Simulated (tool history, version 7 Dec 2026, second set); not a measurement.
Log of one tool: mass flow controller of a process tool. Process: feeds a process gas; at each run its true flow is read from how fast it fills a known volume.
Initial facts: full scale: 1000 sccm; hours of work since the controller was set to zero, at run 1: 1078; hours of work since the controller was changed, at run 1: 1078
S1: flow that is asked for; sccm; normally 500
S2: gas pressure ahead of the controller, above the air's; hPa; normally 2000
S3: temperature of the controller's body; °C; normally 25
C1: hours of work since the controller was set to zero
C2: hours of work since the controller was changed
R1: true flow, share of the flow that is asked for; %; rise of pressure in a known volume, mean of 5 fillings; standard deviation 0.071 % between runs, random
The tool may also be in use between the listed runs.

run 1 hour=0 | S1=500 S2=2000 S3=25 | C1=1078 C2=1078 | R1=100.18
run 2 hour=143.7 | S1=500 S2=2000 S3=25 | C1=1134 C2=1134 | R1=100.24
run 3 hour=333.1 | S1=500 S2=2000 S3=37 | C1=1208 C2=1208 | R1=100.91
run 4 hour=629.5 | S1=741 S2=2000 S3=25 | C1=1324 C2=1324 | R1=100.38
run 5 hour=888.9 | S1=741 S2=2000 S3=25 | C1=1425 C2=1425 | R1=100.57
run 6 hour=1127.8 | S1=741 S2=2000 S3=25 | C1=1518 C2=1518 | R1=100.38
run 7 hour=1336.4 | S1=741 S2=2000 S3=25 | C1=1599 C2=1599 | R1=100.49
run 8 hour=1627.7 | S1=500 S2=2000 S3=28 | C1=1713 C2=1713 | R1=100.51
run 9 hour=1888 | S1=179 S2=1700 S3=38 | C1=1814 C2=1814 | R1=101.8
run 10 hour=2147 | S1=179 S2=1700 S3=38 | C1=1915 C2=1915 | R1=101.81
run 11 hour=2372.4 | S1=582 S2=2290 S3=39 | C1=2003 C2=2003 | R1=101.35
run 12 hour=2563.2 | S1=864 S2=1540 S3=23 | C1=2078 C2=2078 | R1=100.24

Measured result minus the same run's result without the hidden state. Both carry the same run-to-run variation, though not necessarily the same gauge scatter:
The tool's hidden condition here consists of: flow at rest that the sensor doesn't see, % of full scale; true flow over the shown one, %; drift of the gauge itself on true_pct, %.
run=1 R1=+0.64
run=2 R1=+0.66
run=3 R1=+0.7
run=4 R1=+0.59
run=5 R1=+0.63
run=6 R1=+0.65
run=7 R1=+0.68
run=8 R1=+0.9
run=9 R1=+2.03
run=10 R1=+2.11
run=11 R1=+0.92
run=12 R1=+0.75

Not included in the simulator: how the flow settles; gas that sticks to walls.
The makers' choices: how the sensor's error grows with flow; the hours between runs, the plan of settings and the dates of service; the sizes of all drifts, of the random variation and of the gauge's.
